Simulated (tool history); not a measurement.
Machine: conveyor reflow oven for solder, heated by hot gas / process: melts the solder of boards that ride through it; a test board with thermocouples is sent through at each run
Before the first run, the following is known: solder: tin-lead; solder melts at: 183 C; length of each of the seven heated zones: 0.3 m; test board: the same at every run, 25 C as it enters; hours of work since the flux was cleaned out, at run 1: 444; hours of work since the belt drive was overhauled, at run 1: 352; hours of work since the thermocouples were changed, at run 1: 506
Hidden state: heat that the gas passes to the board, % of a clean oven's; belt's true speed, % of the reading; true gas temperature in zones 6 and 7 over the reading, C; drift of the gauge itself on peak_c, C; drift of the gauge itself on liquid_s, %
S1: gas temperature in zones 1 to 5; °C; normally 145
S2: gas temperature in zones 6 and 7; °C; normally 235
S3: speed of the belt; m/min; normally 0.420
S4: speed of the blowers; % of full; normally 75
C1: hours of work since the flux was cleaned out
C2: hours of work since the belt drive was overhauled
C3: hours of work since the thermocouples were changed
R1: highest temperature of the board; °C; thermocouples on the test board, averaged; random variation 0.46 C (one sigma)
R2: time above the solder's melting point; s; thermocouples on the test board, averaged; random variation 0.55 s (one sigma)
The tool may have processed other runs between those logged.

run 1 hour=0.0 | S1=145 S2=235 S3=0.420 S4=75 | C1=444 C2=352 C3=506 | R1=215.4 R2=64.6
run 2 hour=15.0 | S1=145 S2=237 S3=0.420 S4=75 | C1=453 C2=360 C3=514 | R1=217.2 R2=65.7
run 3 hour=29.5 | S1=139 S2=235 S3=0.420 S4=75 | C1=461 C2=368 C3=522 | R1=214.0 R2=60.4
run 4 hour=42.4 | S1=145 S2=235 S3=0.420 S4=75 | C1=468 C2=375 C3=529 | R1=214.0 R2=65.5
-- hour=59.6 flux residue cleaned out of gas plates and filters
run 5 hour=64.2 | S1=155 S2=235 S3=0.420 S4=75 | C1=3 C2=384 C3=539 | R1=220.4 R2=74.6
run 6 hour=73.7 | S1=136 S2=235 S3=0.420 S4=75 | C1=8 C2=389 C3=544 | R1=216.2 R2=62.5
run 7 hour=89.8 | S1=136 S2=235 S3=0.420 S4=75 | C1=17 C2=398 C3=553 | R1=215.7 R2=62.4
run 8 hour=101.9 | S1=136 S2=235 S3=0.406 S4=75 | C1=23 C2=405 C3=559 | R1=217.7 R2=66.0
run 9 hour=118.0 | S1=136 S2=235 S3=0.406 S4=75 | C1=32 C2=414 C3=568 | R1=217.1 R2=65.3
run 10 hour=138.0 | S1=145 S2=235 S3=0.420 S4=75 | C1=43 C2=425 C3=579 | R1=218.4 R2=67.5
run 11 hour=147.7 | S1=145 S2=235 S3=0.420 S4=75 | C1=48 C2=430 C3=584 | R1=217.2 R2=67.0
run 12 hour=156.7 | S1=145 S2=235 S3=0.420 S4=75 | C1=53 C2=435 C3=589 | R1=217.3 R2=68.7
run 13 hour=166.5 | S1=145 S2=235 S3=0.420 S4=75 | C1=59 C2=440 C3=595 | R1=217.2 R2=67.5
run 14 hour=185.1 | S1=145 S2=235 S3=0.420 S4=75 | C1=69 C2=451 C3=605 | R1=217.3 R2=67.0
run 15 hour=200.6 | S1=145 S2=235 S3=0.420 S4=75 | C1=77 C2=459 C3=613 | R1=217.8 R2=67.0
run 16 hour=218.0 | S1=145 S2=235 S3=0.420 S4=75 | C1=87 C2=469 C3=623 | R1=217.6 R2=68.2
run 17 hour=234.8 | S1=145 S2=235 S3=0.410 S4=51 | C1=96 C2=478 C3=632 | R1=213.7 R2=64.6
run 18 hour=248.6 | S1=145 S2=235 S3=0.410 S4=51 | C1=104 C2=485 C3=640 | R1=213.6 R2=65.4
run 19 hour=268.7 | S1=142 S2=245 S3=0.402 S4=75 | C1=115 C2=496 C3=651 | R1=226.3 R2=76.8
run 20 hour=286.5 | S1=142 S2=245 S3=0.402 S4=75 | C1=125 C2=506 C3=661 | R1=226.4 R2=76.5
run 21 hour=303.5 | S1=142 S2=245 S3=0.402 S4=75 | C1=134 C2=515 C3=670 | R1=226.8 R2=77.2
-- hour=309.1 belt drive overhauled, speed set with a stopwatch
run 22 hour=323.7 | S1=142 S2=245 S3=0.402 S4=75 | C1=143 C2=8 C3=679 | R1=226.2 R2=76.8
run 23 hour=341.5 | S1=141 S2=223 S3=0.489 S4=75 | C1=153 C2=18 C3=689 | R1=201.8 R2=39.3
run 24 hour=361.1 | S1=156 S2=225 S3=0.474 S4=75 | C1=163 C2=29 C3=699 | R1=207.1 R2=54.6
run 25 hour=377.2 | S1=145 S2=241 S3=0.354 S4=76 | C1=172 C2=37 C3=708 | R1=227.4 R2=88.8
run 26 hour=396.4 | S1=145 S2=241 S3=0.354 S4=76 | C1=183 C2=48 C3=719 | R1=227.4 R2=89.0
run 27 hour=408.9 | S1=156 S2=235 S3=0.420 S4=75 | C1=189 C2=55 C3=726 | R1=218.5 R2=73.8
-- hour=422.8 belt drive overhauled, speed set with a stopwatch, once more
run 28 hour=427.9 | S1=143 S2=243 S3=0.403 S4=79 | C1=198 C2=3 C3=734 | R1=224.5 R2=74.9
run 29 hour=446.8 | S1=143 S2=243 S3=0.403 S4=79 | C1=208 C2=13 C3=744 | R1=225.3 R2=74.7
run 30 hour=463.0 | S1=140 S2=235 S3=0.486 S4=60 | C1=217 C2=22 C3=753 | R1=206.8 R2=44.3
run 31 hour=480.8 | S1=145 S2=238 S3=0.447 S4=75 | C1=227 C2=32 C3=763 | R1=216.0 R2=61.8
run 32 hour=499.4 | S1=145 S2=238 S3=0.447 S4=75 | C1=237 C2=42 C3=773 | R1=216.5 R2=61.4

3 options for the next run, each taken on its own from the tool as it stands now. Forecast them:
run A hour=508.7 | S1=145 S2=238 S3=0.450 S4=75 | C1=242 C2=47 C3=778 | R1=? R2=?
run B hour=508.7 | S1=145 S2=235 S3=0.420 S4=80 | C1=242 C2=47 C3=778 | R1=? R2=?
run C hour=508.7 | S1=130 S2=238 S3=0.447 S4=75 | C1=242 C2=47 C3=778 | R1=? R2=?

run=A R1=215.8 R2=61.0
run=B R1=215.9 R2=65.9
run=C R1=212.7 R2=52.4
What these runs would have given with no unlogged condition in the tool:
run=A R1=219.7 R2=64.5
run=B R1=219.7 R2=69.3
run=C R1=216.9 R2=56.6
